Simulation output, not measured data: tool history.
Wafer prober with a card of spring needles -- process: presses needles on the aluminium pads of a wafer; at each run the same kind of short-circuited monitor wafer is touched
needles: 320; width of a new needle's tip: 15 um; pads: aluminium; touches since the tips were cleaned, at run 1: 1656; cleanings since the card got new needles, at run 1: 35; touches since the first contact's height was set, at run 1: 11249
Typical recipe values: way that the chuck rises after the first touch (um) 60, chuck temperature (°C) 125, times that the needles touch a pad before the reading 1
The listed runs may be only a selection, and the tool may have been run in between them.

run   hour  way that the chuck rises after the first touch (um)  chuck temperature (°C)  times that the needles touch a pad before the reading  touches since the tips were cleaned  cleanings since the card got new needles  touches since the first contact's height was set  resistance of one needle with its contact and lead (mohm)  way that a needle slides on the pad (um)
  1      0                                                   60                     125                                                      1                                 1656                                        35                                             11249                                                        127                                     14.28
         1  -- tips cleaned on abrasive film
       5.1  -- tips cleaned on abrasive film
  2    7.6                                                   60                     125                                                      1                                 1236                                        37                                             14995                                                        125                                     14.22
         9  -- tips cleaned on abrasive film
      12.8  -- tips cleaned on abrasive film
  3   14.3                                                   60                     125                                                      1                                  720                                        39                                             18287                                                        125                                     14.19
      16.9  -- tips cleaned on abrasive film
        21  -- tips cleaned on abrasive film
      24.6  -- tips cleaned on abrasive film
  4   24.6                                                   60                      53                                                      1                                    0                                        42                                             23377                                                        117                                     14.22
      28.4  -- tips cleaned on abrasive film
  5   31.7                                                   60                     125                                                      2                                 1712                                        43                                             26968                                                        128                                      14.2
      32.3  -- tips cleaned on abrasive film
      36.5  -- tips cleaned on abrasive film
  6   37.5                                                   60                     125                                                      1                                  533                                        45                                             29793                                                        126                                     14.32
      40.6  -- tips cleaned on abrasive film
      44.3  -- tips cleaned on abrasive film
  7   46.7                                                   60                     125                                                      1                                 1259                                        47                                             34385                                                        127                                     14.23
      48.3  -- tips cleaned on abrasive film
      52.3  -- tips cleaned on abrasive film
  8     55                                                   60                     125                                                      1                                 1363                                        49                                             38468                                                        128                                      14.3
      56.6  -- tips cleaned on abrasive film
      60.6  -- tips cleaned on abrasive film
  9   63.8                                                   60                     125                                                      1                                 1623                                        51                                             42864                                                        126                                     14.39
      64.7  -- tips cleaned on abrasive film
      68.4  -- tips cleaned on abrasive film
 10   68.4                                                   60                     125                                                      1                                    0                                        53                                             45076                                                        125                                     14.31
      72.2  -- tips cleaned on abrasive film
 11   72.7                                                   60                      89                                                      1                                  286                                        54                                             47241                                                        124                                     14.38
      76.6  -- tips cleaned on abrasive film
      80.5  -- tips cleaned on abrasive film
 12   82.4                                                   60                     125                                                      1                                  953                                        56                                             52028                                                        127                                     14.24
      84.1  -- tips cleaned on abrasive film
      88.3  -- tips cleaned on abrasive film
 13   90.6                                                   60                     125                                                      1                                 1175                                        58                                             56090                                                        127                                     14.43
      91.8  -- tips cleaned on abrasive film
      95.8  -- tips cleaned on abrasive film
 14   97.6                                                   60                     125                                                      1                                  924                                        60                                             59577                                                        127                                     14.42
      99.7  -- tips cleaned on abrasive film
     103.7  -- tips cleaned on abrasive film
 15  105.1                                                   60                     125                                                      1                                  733                                        62                                             63270                                                        127                                     14.49
     107.8  -- tips cleaned on abrasive film
     108.1  -- height of the first contact set anew
 16  110.7                                                   60                     125                                                      3                                 1307                                        63                                              1307                                                        126                                     14.38
       112  -- tips cleaned on abrasive film
     115.8  -- tips cleaned on abrasive film
 17  118.3                                                   60                     125                                                      3                                 1290                                        65                                              5074                                                        129                                     14.44
     120.1  -- tips cleaned on abrasive film
     123.8  -- tips cleaned on abrasive film
 18  126.3                                                   67                      26                                                      1                                 1277                                        67                                              9008                                                        115                                     16.13
     127.5  -- tips cleaned on abrasive film
     131.2  -- tips cleaned on abrasive film
 19  131.2                                                   52                     125                                                      1                                    0                                        69                                             11400                                                        127                                     12.43
       135  -- tips cleaned on abrasive film
     138.5  -- tips cleaned on abrasive film
 20  140.6                                                   74                      53                                                      3                                 1064                                        71                                             16091                                                        114                                     17.95
     142.4  -- tips cleaned on abrasive film
     146.2  -- tips cleaned on abrasive film
 21    149                                                   52                     125                                                      1                                 1431                                        73                                             20242                                                        130                                     12.64
     150.1  -- tips cleaned on abrasive film
     154.2  -- tips cleaned on abrasive film
 22  155.2                                                   60                      35                                                      2                                  518                                        75                                             23290                                                        115                                     14.45
     157.8  -- tips cleaned on abrasive film
     161.8  -- tips cleaned on abrasive film
 23  165.2                                                   60                      35                                                      2                                 1740                                        77                                             28263                                                        114                                     14.55
     166.1  -- tips cleaned on abrasive film
     170.2  -- tips cleaned on abrasive film
 24  171.3                                                   60                      35                                                      2                                  519                                        79                                             31252                                                        114                                     14.62
     173.8  -- tips cleaned on abrasive film
     177.9  -- tips cleaned on abrasive film
 25  180.7                                                   52                      81                                                      2                                 1413                                        81                                             35930                                                        122                                     12.48
     181.5  -- tips cleaned on abrasive film
     185.1  -- gauge calibrated
     185.2  -- tips cleaned on abrasive film
     189.1  -- tips cleaned on abrasive film
 26  189.8                                                   59                     114                                                      1                                  327                                        84                                             40400                                                        124                                     14.11
     192.8  -- tips cleaned on abrasive film
     196.5  -- tips cleaned on abrasive film
 27  197.5                                                   59                      45                                                      3                                  511                                        86                                             44243                                                        117                                     13.98
     200.3  -- tips cleaned on abrasive film
     204.1  -- tips cleaned on abrasive film
     207.7  -- tips cleaned on abrasive film
 28  207.7                                                   66                     125                                                      1                                    0                                        89                                             49233                                                        125                                     15.65
       212  -- tips cleaned on abrasive film
       216  -- tips cleaned on abrasive film
 29  217.6                                                   49                      34                                                      1                                  788                                        91                                             54158                                                        121                                     11.64

Predict each of these 5 candidate next runs independently; none follows another, all start after run 29:
     219.7  -- tips cleaned on abrasive film
  A  222.4                                                   77                      87                                                      1                                 1329                                        92                                             56553                                                          ?                                         ?
     219.7  -- tips cleaned on abrasive film
  B  222.4                                                   60                     125                                                      1                                 1329                                        92                                             56553                                                          ?                                         ?
     219.7  -- tips cleaned on abrasive film
  C  222.4                                                   77                      58                                                      1                                 1329                                        92                                             56553                                                          ?                                         ?
     219.7  -- tips cleaned on abrasive film
  D  222.4                                                   74                      30                                                      2                                 1329                                        92                                             56553                                                          ?                                         ?
     219.7  -- tips cleaned on abrasive film
  E  222.4                                                   60                     125                                                      2                                 1329                                        92                                             56553                                                          ?                                         ?

run  resistance of one needle with its contact and lead (mohm)  way that a needle slides on the pad (um)
  A                                                        122                                     18.33
  B                                                        125                                     14.26
  C                                                        115                                     18.27
  D                                                        111                                     17.74
  E                                                        127                                     14.22
What these runs would have given with no unlogged condition in the tool:
run  resistance of one needle with its contact and lead (mohm)  way that a needle slides on the pad (um)
  A                                                        122                                     18.24
  B                                                        125                                     14.19
  C                                                        114                                     18.18
  D                                                        111                                     17.66
  E                                                        127                                     14.15
